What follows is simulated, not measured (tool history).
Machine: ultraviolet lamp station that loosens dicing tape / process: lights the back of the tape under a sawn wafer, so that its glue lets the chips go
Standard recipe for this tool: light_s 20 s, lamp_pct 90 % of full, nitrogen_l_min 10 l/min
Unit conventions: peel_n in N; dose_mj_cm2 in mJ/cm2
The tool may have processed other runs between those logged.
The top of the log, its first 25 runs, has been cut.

run,day,light_s,lamp_pct,nitrogen_l_min,hours of work of the lamp,hours of work since the window was cleaned,peel_n,dose_mj_cm2
26,38.1,15,93,10,954,141,2.278,216
# day 38.554: lamp changed
27,39.304,15,76,15,13,161,1.322,292
28,40.833,20,90,5,40,188,1.051,450
29,42.517,20,90,5,70,218,1.083,446
30,43.621,20,90,5,89,237,1.144,435
31,45.046,20,72,10,114,262,1.185,343
32,46.346,16,90,10,137,285,1.21,340
33,47.85,18,64,4,164,312,2.652,267
34,49.804,18,64,4,198,346,2.588,256
35,51.004,20,90,3,219,367,1.724,400
# day 51.688: window cleaned of glue's vapour
36,51.912,20,90,3,235,4,1.448,437
37,53.258,40,96,5,259,28,0.226,928
38,55.204,13,61,10,293,62,2.89,183

Consider 4 possible next runs. They are alternatives, not a sequence: every one starts from the tool as it was left by run 38. What does each give?
A,57.225,22,67,4,329,98,?,?
B,57.225,31,77,20,329,98,?,?
C,57.225,28,98,15,329,98,?,?
D,57.225,15,87,11,329,98,?,?

run,peel_n,dose_mj_cm2
A,1.95,337
B,0.31,545
C,0.275,627
D,1.504,293
Without the tool's hidden state the same runs would have given:
run,peel_n,dose_mj_cm2
A,1.473,407
B,0.21,657
C,0.194,756
D,1.085,354

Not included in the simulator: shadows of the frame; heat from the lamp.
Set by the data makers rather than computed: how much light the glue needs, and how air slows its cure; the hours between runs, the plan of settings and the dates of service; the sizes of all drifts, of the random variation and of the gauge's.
